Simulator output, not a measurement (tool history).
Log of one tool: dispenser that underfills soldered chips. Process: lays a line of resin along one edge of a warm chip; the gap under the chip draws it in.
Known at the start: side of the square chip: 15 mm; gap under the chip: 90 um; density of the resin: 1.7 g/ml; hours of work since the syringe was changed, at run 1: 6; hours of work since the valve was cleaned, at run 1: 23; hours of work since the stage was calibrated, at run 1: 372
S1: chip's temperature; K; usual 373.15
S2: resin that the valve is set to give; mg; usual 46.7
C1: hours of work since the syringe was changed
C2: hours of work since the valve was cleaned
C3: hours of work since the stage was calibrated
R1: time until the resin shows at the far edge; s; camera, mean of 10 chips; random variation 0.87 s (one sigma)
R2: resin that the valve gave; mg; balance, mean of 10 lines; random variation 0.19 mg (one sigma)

| run | hour | S1 | S2 | C1 | C2 | C3 | R1 | R2 |
|---|---|---|---|---|---|---|---|---|
| 1 | 0.0 | 373.15 | 46.7 | 6 | 23 | 372 | 107.7 | 45.84 |
|  | 8.8 | new syringe of resin |
| 2 | 12.8 | 373.15 | 46.7 | 3 | 32 | 381 | 96.5 | 45.32 |
| 3 | 24.1 | 373.15 | 46.7 | 12 | 41 | 390 | 134.0 | 45.01 |
|  | 25.7 | new syringe of resin |
| 4 | 37.6 | 373.15 | 46.7 | 9 | 51 | 400 | 123.5 | 44.76 |
|  | 41.6 | new syringe of resin |
| 5 | 49.7 | 373.15 | 46.7 | 6 | 60 | 409 | 109.1 | 44.38 |
|  | 54.7 | dispensing valve cleaned and set on the balance |
| 6 | 57.3 | 373.15 | 46.7 | 11 | 2 | 414 | 131.7 | 46.12 |
|  | 58.9 | new syringe of resin |
|  | 62.3 | stage's temperature calibrated |
| 7 | 70.2 | 373.15 | 46.7 | 8 | 11 | 6 | 109.9 | 45.98 |
|  | 75.8 | new syringe of resin |
| 8 | 81.5 | 368.15 | 46.7 | 4 | 19 | 14 | 114.2 | 45.65 |
| 9 | 89.0 | 368.15 | 46.7 | 10 | 25 | 20 | 140.6 | 45.60 |
|  | 91.8 | new syringe of resin |
| 10 | 101.8 | 360.15 | 46.7 | 8 | 34 | 29 | 163.8 | 45.31 |
|  | 107.9 | new syringe of resin |
| 11 | 110.5 | 373.15 | 46.7 | 2 | 40 | 36 | 87.8 | 44.99 |
| 12 | 118.0 | 373.15 | 46.5 | 8 | 46 | 41 | 109.7 | 45.26 |
|  | 124.2 | new syringe of resin |
| 13 | 125.3 | 375.15 | 46.1 | 1 | 51 | 47 | 81.4 | 44.58 |
| 14 | 131.9 | 360.15 | 42.6 | 6 | 56 | 51 | 155.0 | 40.59 |
|  | 140.1 | new syringe of resin |
|  | 141.1 | dispensing valve cleaned and set on the balance |
| 15 | 142.0 | 360.15 | 42.6 | 1 | 1 | 58 | 127.9 | 42.40 |
| 16 | 153.6 | 373.15 | 43.6 | 9 | 9 | 67 | 122.0 | 43.38 |
|  | 156.9 | new syringe of resin |
| 17 | 161.5 | 382.15 | 50.2 | 3 | 15 | 72 | 71.8 | 50.04 |
|  | 172.9 | new syringe of resin |
| 18 | 173.5 | 370.15 | 56.7 | 0 | 24 | 81 | 88.8 | 55.71 |
| 19 | 184.0 | 361.15 | 53.9 | 8 | 32 | 89 | 157.2 | 52.44 |
|  | 189.1 | new syringe of resin |
| 20 | 191.9 | 385.15 | 53.9 | 2 | 37 | 95 | 62.6 | 52.24 |
| 21 | 199.3 | 367.15 | 51.5 | 8 | 43 | 100 | 131.8 | 49.51 |
|  | 205.1 | new syringe of resin |
| 22 | 211.2 | 373.15 | 49.9 | 5 | 52 | 109 | 98.4 | 47.64 |
| 23 | 219.7 | 376.15 | 52.5 | 11 | 58 | 116 | 113.9 | 50.31 |
|  | 221.3 | new syringe of resin |
|  | 226.7 | dispensing valve cleaned and set on the balance |
| 24 | 230.0 | 376.15 | 52.5 | 6 | 3 | 122 | 93.2 | 52.45 |

Forecast each of these 4 alternatives for the next run:
| A | 236.1 | 368.15 | 40.8 | 10 | 7 | 127 | ? | ? |
| B | 236.1 | 373.15 | 53.8 | 10 | 7 | 127 | ? | ? |
| C | 236.1 | 362.15 | 47.2 | 10 | 7 | 127 | ? | ? |
| D | 236.1 | 377.15 | 47.7 | 10 | 7 | 127 | ? | ? |

| run | R1 | R2 |
|---|---|---|
| A | 149.0 | 40.52 |
| B | 118.4 | 53.32 |
| C | 170.6 | 46.89 |
| D | 109.2 | 47.43 |
Without the tool's hidden state the same runs would have given:
| run | R1 | R2 |
|---|---|---|
| A | 97.4 | 40.89 |
| B | 77.7 | 53.79 |
| C | 111.7 | 47.32 |
| D | 71.8 | 47.86 |

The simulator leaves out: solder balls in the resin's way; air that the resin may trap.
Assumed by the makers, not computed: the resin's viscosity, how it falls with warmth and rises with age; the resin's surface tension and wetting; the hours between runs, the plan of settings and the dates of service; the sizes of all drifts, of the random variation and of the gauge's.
